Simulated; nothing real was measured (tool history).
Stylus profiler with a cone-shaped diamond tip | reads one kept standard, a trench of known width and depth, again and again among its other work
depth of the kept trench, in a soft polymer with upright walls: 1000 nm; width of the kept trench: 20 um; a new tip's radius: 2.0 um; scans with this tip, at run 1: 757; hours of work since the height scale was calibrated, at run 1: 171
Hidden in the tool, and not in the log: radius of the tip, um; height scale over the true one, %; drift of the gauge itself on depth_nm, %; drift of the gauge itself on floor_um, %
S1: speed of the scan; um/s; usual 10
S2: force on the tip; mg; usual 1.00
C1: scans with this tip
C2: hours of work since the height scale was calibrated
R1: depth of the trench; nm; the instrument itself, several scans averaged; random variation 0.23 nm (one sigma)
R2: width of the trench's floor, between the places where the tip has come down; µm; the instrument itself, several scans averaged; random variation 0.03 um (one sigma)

run,hour,S1,S2,C1,C2,R1,R2
1,0.0,10,1.00,757,171,1008.81,16.24
2,8.5,10,1.00,773,175,1008.28,16.26
3,25.6,11,1.00,806,182,1008.60,16.23
4,32.9,11,0.83,820,186,1007.60,16.23
5,40.5,11,0.83,834,189,1007.75,16.20
6,49.4,11,0.83,851,193,1007.66,16.22
7,65.8,7,1.00,882,200,1008.60,16.23
8,83.2,7,1.00,916,207,1008.80,16.27
9,97.5,7,1.00,943,214,1009.13,16.25
10,110.3,10,1.00,967,219,1008.86,16.18
11,121.8,10,2.79,989,224,1017.56,16.22
12,136.2,10,2.79,1017,230,1017.53,16.23
13,150.8,10,1.00,1044,236,1008.92,16.26
14,162.4,10,1.00,1067,242,1008.79,16.19
15,179.7,10,1.00,1099,249,1009.15,16.22
16,190.8,10,1.00,1121,254,1009.02,16.22
17,204.9,10,1.00,1147,260,1008.67,16.15
18,212.3,10,1.00,1162,263,1009.03,16.21
19,228.5,10,1.00,1193,270,1009.06,16.19
# hour 229.8: height scale calibrated on a step standard
20,238.8,3,0.41,1211,4,1005.31,16.21
21,254.3,3,0.41,1241,11,1005.13,16.21
22,266.0,34,1.49,1263,16,1011.96,15.91
23,277.8,10,2.04,1286,21,1014.53,16.20
# hour 288.5: height scale calibrated on a step standard, once more
24,293.1,24,0.37,1314,2,1004.13,15.86
25,301.3,29,0.67,1329,6,1006.45,15.89
26,315.6,29,0.67,1357,12,1006.22,15.91
27,328.5,2,0.51,1381,17,1005.66,16.31
28,344.1,2,0.51,1411,24,1005.58,16.17
29,354.6,10,0.38,1431,29,1004.36,16.09
30,366.0,19,0.54,1453,33,1006.17,16.00
31,377.1,9,2.69,1474,38,1016.75,16.21
32,388.1,2,0.37,1495,43,1004.34,16.21
33,398.0,2,0.37,1514,47,1004.16,16.19
34,405.0,2,0.37,1527,50,1004.29,16.20
35,420.4,9,0.79,1557,57,1006.94,16.16
36,437.3,9,0.79,1589,64,1007.76,16.16
37,449.0,7,1.51,1611,69,1011.22,16.10
38,466.3,7,1.51,1644,77,1011.05,16.18

Hidden state or all else? Some run-to-run changes of R1, split into what the settings, what came in and random variation would give without the hidden state, and what is left for the hidden state (with any gauge scatter that isn't in both results):
Run 19 -> 20: S1 10 -> 3, S2 1.00 -> 0.41, height scale calibrated on a step standard. R1 -3.75 nm: hidden state +0.15, all else -3.90.
Run 20 -> 21: no setting changed, nothing entered. R1 -0.18 nm: hidden state +0.04, all else -0.22.
Run 23 -> 24: S1 10 -> 24, S2 2.04 -> 0.37, height scale calibrated on a step standard, once more. R1 -10.40 nm: hidden state -0.84, all else -9.56.
Run 30 -> 31: S1 19 -> 9, S2 0.54 -> 2.69. R1 +10.58 nm: hidden state +0.02, all else +10.56.
Run 31 -> 32: S1 9 -> 2, S2 2.69 -> 0.37. R1 -12.41 nm: hidden state +0.01, all else -12.42.

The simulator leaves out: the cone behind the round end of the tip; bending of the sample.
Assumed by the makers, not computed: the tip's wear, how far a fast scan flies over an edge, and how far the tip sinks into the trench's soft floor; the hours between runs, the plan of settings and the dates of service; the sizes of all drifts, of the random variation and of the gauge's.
